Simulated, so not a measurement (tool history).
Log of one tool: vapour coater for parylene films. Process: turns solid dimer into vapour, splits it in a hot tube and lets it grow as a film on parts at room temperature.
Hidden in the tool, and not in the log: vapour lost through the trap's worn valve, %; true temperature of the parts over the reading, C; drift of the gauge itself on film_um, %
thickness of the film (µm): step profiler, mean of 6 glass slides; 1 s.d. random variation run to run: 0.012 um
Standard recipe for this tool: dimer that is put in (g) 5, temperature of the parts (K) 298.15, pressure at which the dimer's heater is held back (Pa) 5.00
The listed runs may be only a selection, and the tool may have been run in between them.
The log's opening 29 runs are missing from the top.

run     day  dimer that is put in (g)  temperature of the parts (K)  pressure at which the dimer's heater is held back (Pa)  hours of work since the trap's valve was overhauled  hours of work since the table's thermometer was calibrated  thickness of the film (µm)
 30  24.175                         5                        296.15                                                    5.00                                                   70                                                        1074                        1.44
 31  25.075                         4                        292.15                                                    7.20                                                   84                                                        1089                        1.16
 32  26.054                         4                        292.15                                                    7.20                                                  100                                                        1104                        1.15
 33  26.792                         4                        295.15                                                    4.91                                                  111                                                        1115                        1.17
 34  27.638                         5                        298.15                                                    6.78                                                  124                                                        1129                        1.28
 35  28.096                         5                        298.15                                                    6.78                                                  132                                                        1136                        1.24
 36  28.738                         2                        298.15                                                    8.51                                                  142                                                        1146                        0.46
 37  29.433                         4                        298.15                                                    6.07                                                  153                                                        1157                        1.03
 38  30.538                         4                        302.15                                                   11.84                                                  170                                                        1174                        0.80
 39  31.079                         4                        302.15                                                   11.84                                                  178                                                        1183                        0.80
 40  31.971                         4                        300.15                                                    3.19                                                  192                                                        1197                        1.11
 41  32.858                         4                        300.15                                                    3.19                                                  206                                                        1211                        1.12
 42  33.592                         5                        302.15                                                    5.00                                                  218                                                        1222                        1.17
 43  34.258                         4                        292.15                                                    5.00                                                  228                                                        1233                        1.21
 44  34.871                         3                        293.15                                                    5.00                                                  238                                                        1242                        0.86

Below are 5 alternative next runs, each starting from the tool's condition after run 44. Predict each:
  A  35.608                         3                        296.15                                                   10.11                                                  249                                                        1254                           ?
  B  35.608                         3                        298.15                                                    5.00                                                  249                                                        1254                           ?
  C  35.608                         2                        293.15                                                    5.00                                                  249                                                        1254                           ?
  D  35.608                         9                        301.15                                                    6.55                                                  249                                                        1254                           ?
  E  35.608                         4                        296.15                                                    5.00                                                  249                                                        1254                           ?

run  thickness of the film (µm)
  A                        0.67
  B                        0.78
  C                        0.60
  D                        2.04
  E                        1.09
With no hidden state in the tool, these same runs would have given:
run  thickness of the film (µm)
  A                        0.72
  B                        0.83
  C                        0.64
  D                        2.17
  E                        1.16

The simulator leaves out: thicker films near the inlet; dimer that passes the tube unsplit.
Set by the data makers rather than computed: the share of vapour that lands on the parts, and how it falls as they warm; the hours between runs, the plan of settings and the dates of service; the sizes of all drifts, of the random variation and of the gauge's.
